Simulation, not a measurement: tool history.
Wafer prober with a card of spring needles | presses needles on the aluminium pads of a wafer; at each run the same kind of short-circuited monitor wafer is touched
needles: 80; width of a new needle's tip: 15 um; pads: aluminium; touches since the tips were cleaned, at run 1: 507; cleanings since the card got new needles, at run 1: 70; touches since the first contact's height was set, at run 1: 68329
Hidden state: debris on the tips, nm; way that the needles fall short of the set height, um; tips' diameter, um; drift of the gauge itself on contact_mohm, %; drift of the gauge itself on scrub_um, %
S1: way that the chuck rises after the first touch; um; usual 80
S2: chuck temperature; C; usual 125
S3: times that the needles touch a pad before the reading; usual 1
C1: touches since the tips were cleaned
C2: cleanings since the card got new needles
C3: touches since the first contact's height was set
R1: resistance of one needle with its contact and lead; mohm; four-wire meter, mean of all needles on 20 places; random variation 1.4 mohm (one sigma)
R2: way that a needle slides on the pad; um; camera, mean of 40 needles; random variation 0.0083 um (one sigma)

| run | day | S1 | S2 | S3 | C1 | C2 | C3 | R1 | R2 |
|---|---|---|---|---|---|---|---|---|---|
| 1 | 0 | 80 | 125 | 1 | 507 | 70 | 68329 | 125 | 12.278 |
|  | 0.421 | tips cleaned on abrasive film |
|  | 0.946 | tips cleaned on abrasive film |
|  | 1.367 | tips cleaned on abrasive film |
| 2 | 1.492 | 80 | 125 | 1 | 1680 | 73 | 88003 | 128 | 12.283 |
|  | 1.808 | tips cleaned on abrasive film |
|  | 2.333 | tips cleaned on abrasive film |
|  | 2.754 | tips cleaned on abrasive film |
| 3 | 3.033 | 80 | 125 | 1 | 3732 | 76 | 108345 | 125 | 12.283 |
|  | 3.246 | tips cleaned on abrasive film |
|  | 3.667 | tips cleaned on abrasive film |
|  | 4.192 | tips cleaned on abrasive film |
|  | 4.308 | height of the first contact set anew |
|  | 4.729 | tips cleaned on abrasive film |
| 4 | 4.775 | 80 | 125 | 1 | 633 | 80 | 6169 | 127 | 12.297 |
|  | 5.196 | tips cleaned on abrasive film |
|  | 5.617 | tips cleaned on abrasive film |
|  | 6.121 | tips cleaned on abrasive film |
| 5 | 6.121 | 80 | 125 | 1 | 0 | 83 | 23880 | 129 | 12.285 |
|  | 6.646 | tips cleaned on abrasive film |
|  | 7.171 | tips cleaned on abrasive film |
|  | 7.696 | tips cleaned on abrasive film |
|  | 8.221 | tips cleaned on abrasive film |
|  | 8.642 | tips cleaned on abrasive film |
|  | 9.162 | tips cleaned on abrasive film |
| 6 | 9.346 | 80 | 125 | 1 | 2400 | 89 | 66419 | 126 | 12.284 |
|  | 9.662 | tips cleaned on abrasive film |
|  | 10.188 | tips cleaned on abrasive film |
|  | 10.712 | tips cleaned on abrasive film |
|  | 11.129 | tips cleaned on abrasive film |
|  | 11.654 | tips cleaned on abrasive film |
|  | 12.179 | tips cleaned on abrasive film |
| 7 | 12.246 | 80 | 125 | 1 | 888 | 95 | 104678 | 126 | 12.282 |
|  | 12.667 | tips cleaned on abrasive film |
|  | 13.192 | tips cleaned on abrasive film |
|  | 13.612 | tips cleaned on abrasive film |
|  | 13.833 | height of the first contact set anew |
|  | 14.129 | tips cleaned on abrasive film |
| 8 | 14.129 | 80 | 125 | 1 | 0 | 99 | 3867 | 127 | 12.29 |
|  | 14.654 | tips cleaned on abrasive film |
|  | 15.179 | tips cleaned on abrasive film |
|  | 15.704 | tips cleaned on abrasive film |
|  | 16.225 | tips cleaned on abrasive film |
|  | 16.646 | tips cleaned on abrasive film |
|  | 17.171 | tips cleaned on abrasive film |
| 9 | 17.288 | 80 | 125 | 1 | 1563 | 105 | 45569 | 128 | 12.283 |
|  | 17.604 | tips cleaned on abrasive film |
|  | 18.129 | tips cleaned on abrasive film |
|  | 18.55 | tips cleaned on abrasive film |
|  | 19.075 | tips cleaned on abrasive film |
|  | 19.6 | tips cleaned on abrasive film |
| 10 | 20.008 | 80 | 125 | 1 | 5438 | 110 | 81457 | 128 | 12.277 |
|  | 20.117 | tips cleaned on abrasive film |
|  | 20.642 | tips cleaned on abrasive film |
|  | 21.167 | tips cleaned on abrasive film |
| 11 | 21.383 | 80 | 125 | 1 | 2890 | 113 | 99572 | 127 | 12.287 |
|  | 21.596 | tips cleaned on abrasive film |
|  | 22.017 | tips cleaned on abrasive film |
|  | 22.542 | tips cleaned on abrasive film |
|  | 22.962 | tips cleaned on abrasive film |
| 12 | 22.996 | 80 | 125 | 1 | 431 | 117 | 120760 | 126 | 12.284 |
|  | 23.412 | tips cleaned on abrasive film |
|  | 23.425 | height of the first contact set anew |
|  | 23.95 | tips cleaned on abrasive film |
|  | 24.371 | tips cleaned on abrasive film |
| 13 | 24.721 | 80 | 125 | 1 | 4631 | 120 | 17089 | 128 | 12.291 |
|  | 24.829 | tips cleaned on abrasive film |
|  | 25.354 | tips cleaned on abrasive film |
|  | 25.775 | tips cleaned on abrasive film |
|  | 26.3 | tips cleaned on abrasive film |
|  | 26.733 | tips cleaned on abrasive film |
| 14 | 26.733 | 75 | 84 | 1 | 0 | 125 | 43598 | 123 | 11.503 |
|  | 27.258 | tips cleaned on abrasive film |
|  | 27.679 | tips cleaned on abrasive film |
|  | 28.204 | tips cleaned on abrasive film |
|  | 28.729 | tips cleaned on abrasive film |
|  | 29.15 | tips cleaned on abrasive film |
| 15 | 29.454 | 75 | 84 | 1 | 4030 | 130 | 79462 | 124 | 11.516 |
|  | 29.667 | tips cleaned on abrasive film |
|  | 30.088 | tips cleaned on abrasive film |
|  | 30.608 | tips cleaned on abrasive film |
|  | 31.029 | tips cleaned on abrasive film |
| 16 | 31.342 | 81 | 84 | 1 | 4114 | 134 | 104338 | 123 | 12.428 |
|  | 31.554 | tips cleaned on abrasive film |
|  | 32.079 | tips cleaned on abrasive film |
|  | 32.496 | tips cleaned on abrasive film |
|  | 32.925 | height of the first contact set anew |
|  | 33.033 | tips cleaned on abrasive film |
|  | 33.558 | tips cleaned on abrasive film |
|  | 34.083 | tips cleaned on abrasive film |
|  | 34.504 | tips cleaned on abrasive film |
| 17 | 34.542 | 64 | 111 | 1 | 489 | 141 | 21252 | 128 | 9.829 |
|  | 34.962 | tips cleaned on abrasive film |
|  | 35.488 | tips cleaned on abrasive film |
|  | 36.012 | tips cleaned on abrasive film |
| 18 | 36.279 | 64 | 111 | 1 | 3545 | 144 | 44176 | 128 | 9.825 |
|  | 36.492 | tips cleaned on abrasive film |
|  | 36.912 | tips cleaned on abrasive film |
|  | 37.433 | tips cleaned on abrasive film |
|  | 37.958 | tips cleaned on abrasive film |
|  | 38.429 | tips cleaned on abrasive film |
| 19 | 38.429 | 83 | 111 | 1 | 0 | 149 | 72485 | 122 | 12.733 |
|  | 38.954 | tips cleaned on abrasive film |
|  | 39.475 | tips cleaned on abrasive film |
|  | 40 | tips cleaned on abrasive film |
| 20 | 40.279 | 84 | 38 | 1 | 3708 | 152 | 96954 | 115 | 12.892 |
|  | 40.492 | tips cleaned on abrasive film |
|  | 41.017 | tips cleaned on abrasive film |
|  | 41.438 | tips cleaned on abrasive film |
| 21 | 41.638 | 82 | 27 | 1 | 2647 | 155 | 114827 | 115 | 12.591 |
|  | 41.954 | tips cleaned on abrasive film |
|  | 42.479 | tips cleaned on abrasive film |
|  | 42.492 | height of the first contact set anew |
|  | 42.912 | tips cleaned on abrasive film |
| 22 | 43.079 | 70 | 125 | 1 | 2256 | 158 | 7793 | 129 | 10.752 |
|  | 43.396 | tips cleaned on abrasive film |
|  | 43.921 | tips cleaned on abrasive film |
|  | 44.342 | tips cleaned on abrasive film |
|  | 44.825 | tips cleaned on abrasive film |
| 23 | 44.825 | 70 | 125 | 1 | 0 | 162 | 30797 | 130 | 10.744 |
|  | 45.35 | tips cleaned on abrasive film |
|  | 45.875 | tips cleaned on abrasive film |
|  | 46.4 | tips cleaned on abrasive film |
|  | 46.9 | tips cleaned on abrasive film |
| 24 | 46.9 | 72 | 125 | 1 | 0 | 166 | 58119 | 125 | 11.058 |

Forecast each of these 3 alternatives for the next run:
|  | 47.321 | tips cleaned on abrasive film |
|  | 47.738 | tips cleaned on abrasive film |
|  | 48.262 | tips cleaned on abrasive film |
|  | 48.683 | tips cleaned on abrasive film |
| A | 48.962 | 72 | 25 | 2 | 3673 | 170 | 85323 | ? | ? |
|  | 47.321 | tips cleaned on abrasive film |
|  | 47.738 | tips cleaned on abrasive film |
|  | 48.262 | tips cleaned on abrasive film |
|  | 48.683 | tips cleaned on abrasive film |
| B | 48.962 | 80 | 28 | 1 | 3673 | 170 | 85323 | ? | ? |
|  | 47.321 | tips cleaned on abrasive film |
|  | 47.738 | tips cleaned on abrasive film |
|  | 48.262 | tips cleaned on abrasive film |
|  | 48.683 | tips cleaned on abrasive film |
| C | 48.962 | 82 | 125 | 1 | 3673 | 170 | 85323 | ? | ? |

| run | R1 | R2 |
|---|---|---|
| A | 116 | 11.079 |
| B | 115 | 12.274 |
| C | 129 | 12.582 |
Without the tool's hidden state the same runs would have given:
| run | R1 | R2 |
|---|---|---|
| A | 115 | 11.08 |
| B | 115 | 12.276 |
| C | 129 | 12.583 |
